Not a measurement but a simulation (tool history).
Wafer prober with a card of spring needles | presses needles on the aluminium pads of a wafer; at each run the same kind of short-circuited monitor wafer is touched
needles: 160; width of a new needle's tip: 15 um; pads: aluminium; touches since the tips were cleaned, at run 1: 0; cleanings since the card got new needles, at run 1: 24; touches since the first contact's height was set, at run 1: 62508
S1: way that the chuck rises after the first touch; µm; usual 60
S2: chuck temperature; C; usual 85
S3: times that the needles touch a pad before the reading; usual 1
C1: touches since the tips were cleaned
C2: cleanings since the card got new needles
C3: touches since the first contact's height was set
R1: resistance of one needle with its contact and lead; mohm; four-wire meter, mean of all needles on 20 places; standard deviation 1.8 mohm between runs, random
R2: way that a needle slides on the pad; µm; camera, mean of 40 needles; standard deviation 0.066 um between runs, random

run	hour	S1	S2	S3	C1	C2	C3	R1	R2
1	0	60	85	1	0	24	62508	198	14.26
# hour 6.9: tips cleaned on abrasive film
# hour 13.7: tips cleaned on abrasive film
2	17.2	60	85	1	1361	26	69124	247	14.27
# hour 20.2: tips cleaned on abrasive film
# hour 26.1: tips cleaned on abrasive film
3	26.6	60	85	1	163	28	72693	199	14.15
# hour 33.2: tips cleaned on abrasive film
# hour 40.1: tips cleaned on abrasive film
4	41.9	60	85	1	694	30	78583	228	14.2
# hour 46.6: tips cleaned on abrasive film
# hour 53.7: tips cleaned on abrasive film
# hour 57.3: height of the first contact set anew
5	57.3	60	85	1	1309	32	0	253	14.44
# hour 60.4: tips cleaned on abrasive film
6	65.9	60	85	2	2166	33	3299	240	14.53
# hour 66.9: tips cleaned on abrasive film
# hour 73.4: tips cleaned on abrasive film
7	78.3	60	85	2	1912	35	8035	235	14.39
# hour 79.6: tips cleaned on abrasive film
# hour 85.6: tips cleaned on abrasive film
# hour 92.1: tips cleaned on abrasive film
8	92.1	60	85	2	0	38	13294	191	14.48
# hour 98.8: tips cleaned on abrasive film
9	103.6	60	85	2	1898	39	17756	235	14.51
# hour 105.7: tips cleaned on abrasive film
# hour 112.8: tips cleaned on abrasive film
# hour 120.1: tips cleaned on abrasive film
10	120.5	60	85	2	159	42	24212	199	14.41
# hour 126.1: tips cleaned on abrasive film
# hour 132.3: tips cleaned on abrasive film
11	133.5	60	75	1	488	44	29203	214	14.33
# hour 138.6: tips cleaned on abrasive film
# hour 144.8: tips cleaned on abrasive film
12	148.2	60	75	1	1330	46	34825	243	14.33
# hour 151.7: tips cleaned on abrasive film
# hour 158.2: tips cleaned on abrasive film
13	158.8	60	75	1	260	48	38898	211	14.43
# hour 164.4: tips cleaned on abrasive film
# hour 170.6: tips cleaned on abrasive film
14	170.6	60	85	1	0	50	43383	195	14.28
# hour 177.2: tips cleaned on abrasive film
15	178.7	60	113	1	575	51	46499	224	14.43
# hour 184.3: tips cleaned on abrasive film
# hour 191.4: tips cleaned on abrasive film
16	196	60	113	1	1811	53	53180	275	14.19
# hour 197.3: tips cleaned on abrasive film
# hour 203.5: tips cleaned on abrasive film
# hour 210.3: tips cleaned on abrasive film
17	211.9	79	38	2	621	56	59232	186	18.88
# hour 216.2: tips cleaned on abrasive film
# hour 223.2: tips cleaned on abrasive film
18	227.5	46	38	2	1697	58	65253	260	10.76
# hour 229.8: tips cleaned on abrasive film
# hour 236.8: tips cleaned on abrasive film
# hour 243: tips cleaned on abrasive film
19	243	46	38	2	0	61	71151	193	10.86
# hour 249.2: tips cleaned on abrasive film
# hour 256.6: tips cleaned on abrasive film
20	259.9	60	74	3	1289	63	77652	211	14.23
# hour 262.6: tips cleaned on abrasive film
# hour 269.7: tips cleaned on abrasive film
21	274.2	60	74	3	1780	65	83171	217	14.11
# hour 276.4: tips cleaned on abrasive film
# hour 278: height of the first contact set anew
# hour 284: tips cleaned on abrasive film
22	286.9	60	104	2	1131	67	3428	228	14.57
# hour 290.8: tips cleaned on abrasive film
# hour 297.4: tips cleaned on abrasive film
23	301.4	66	56	3	1560	69	9004	207	15.92
# hour 303.9: tips cleaned on abrasive film
# hour 311: tips cleaned on abrasive film
# hour 317.4: tips cleaned on abrasive film
24	318.3	64	64	2	340	72	15441	194	15.38
# hour 323.8: tips cleaned on abrasive film
# hour 329.8: tips cleaned on abrasive film
25	331.3	64	64	1	580	74	20431	213	15.34
# hour 336.1: tips cleaned on abrasive film
# hour 342.2: tips cleaned on abrasive film
26	345.1	64	64	1	1122	76	25718	237	15.38
# hour 348.2: tips cleaned on abrasive film
# hour 355: tips cleaned on abrasive film
# hour 361.6: tips cleaned on abrasive film
27	361.6	45	84	1	0	79	32024	202	10.81
# hour 367.7: tips cleaned on abrasive film
# hour 374.9: tips cleaned on abrasive film
28	375.7	60	73	1	322	81	37452	216	14.23
# hour 380.9: tips cleaned on abrasive film
# hour 387.4: tips cleaned on abrasive film
29	392.5	43	83	1	1989	83	43920	349	10.14
# hour 394.7: tips cleaned on abrasive film
# hour 401.3: tips cleaned on abrasive film
# hour 407.4: tips cleaned on abrasive film
30	408.4	52	29	2	397	86	50002	201	12.32
# hour 413.6: tips cleaned on abrasive film
31	418.1	52	29	2	1742	87	53714	251	12.34

Branching from run 31: 3 alternative next runs. What would each branch give?
# hour 420.9: tips cleaned on abrasive film
# hour 426.9: tips cleaned on abrasive film
A	427.8	79	29	2	346	89	57437	?	?
# hour 420.9: tips cleaned on abrasive film
# hour 426.9: tips cleaned on abrasive film
B	427.8	52	64	1	346	89	57437	?	?
# hour 420.9: tips cleaned on abrasive film
# hour 426.9: tips cleaned on abrasive film
C	427.8	66	85	1	346	89	57437	?	?

run	R1	R2
A	182	18.93
B	221	12.26
C	204	15.55
What these runs would have given with no unlogged condition in the tool:
run	R1	R2
A	171	19.21
B	188	12.53
C	182	15.82
